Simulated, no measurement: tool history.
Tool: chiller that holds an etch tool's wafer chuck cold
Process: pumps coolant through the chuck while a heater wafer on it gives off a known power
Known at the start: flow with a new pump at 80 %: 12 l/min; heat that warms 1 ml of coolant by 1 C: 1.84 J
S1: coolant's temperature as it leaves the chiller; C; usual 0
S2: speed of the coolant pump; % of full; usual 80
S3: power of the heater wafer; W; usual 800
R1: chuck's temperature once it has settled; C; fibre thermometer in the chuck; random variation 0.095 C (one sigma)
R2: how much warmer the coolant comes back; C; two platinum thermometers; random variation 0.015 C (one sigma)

run	hour	S1	S2	S3	R1	R2
1	0	0	80	800	5.6	2.16
2	109	1	80	800	6.6	2.18
3	176.8	1	80	800	6.53	2.18
4	333.4	0	73	800	5.78	2.47
5	447.8	0	73	800	6.01	2.47
6	518.3	0	73	800	5.96	2.48
7	664	0	73	800	5.94	2.51
8	743.9	0	73	800	6.08	2.46
9	896.1	0	73	800	6.02	2.5
10	1002.6	3	73	800	8.99	2.5
11	1146.8	3	73	800	8.91	2.52
# hour 1229: coolant changed, channels flushed
12	1258.8	3	73	800	8.83	2.53
13	1417.5	3	73	800	8.93	2.55
14	1547.5	0	65	800	6.34	2.89
15	1627.9	0	80	800	5.51	2.33
16	1756.6	0	82	800	5.49	2.26
17	1837.9	0	82	800	5.52	2.28
18	1991.4	0	82	800	5.65	2.27
19	2118.1	0	82	800	5.58	2.31
20	2253	0	68	564	4.34	2.1
# hour 2318: coolant pump overhauled
21	2406.1	0	71	533	4.02	1.87
22	2505.6	0	71	533	4.14	1.88
# hour 2546.1: chiller's thermometer calibrated
23	2613.4	2	74	742	7.33	2.43
24	2741.4	2	74	742	7.42	2.46
25	2873.4	2	74	742	7.6	2.45
26	2969	5	76	569	9.2	1.9
# hour 2982.8: gauge calibrated
27	3075.7	5	76	569	9.16	1.67
28	3230	0	91	946	6.07	2.26
29	3306.8	0	91	946	5.96	2.24
30	3442.7	6	97	778	10.9	1.72
31	3565.8	6	97	778	10.77	1.75

Predict each of these 5 candidate next runs independently; none follows another, all start after run 31:
A	3695.4	1	97	778	?	?
B	3695.4	-7	80	1110	?	?
C	3695.4	1	97	627	?	?
D	3695.4	6	97	545	?	?
E	3695.4	-6	82	710	?	?

run	R1	R2
A	5.89	1.76
B	0.8	3.08
C	4.8	1.43
D	9.43	1.24
E	-1.09	1.95
Without the tool's hidden state the same runs would have given:
run	R1	R2
A	5.87	1.69
B	0.77	3.01
C	4.79	1.36
D	9.42	1.17
E	-1.1	1.88
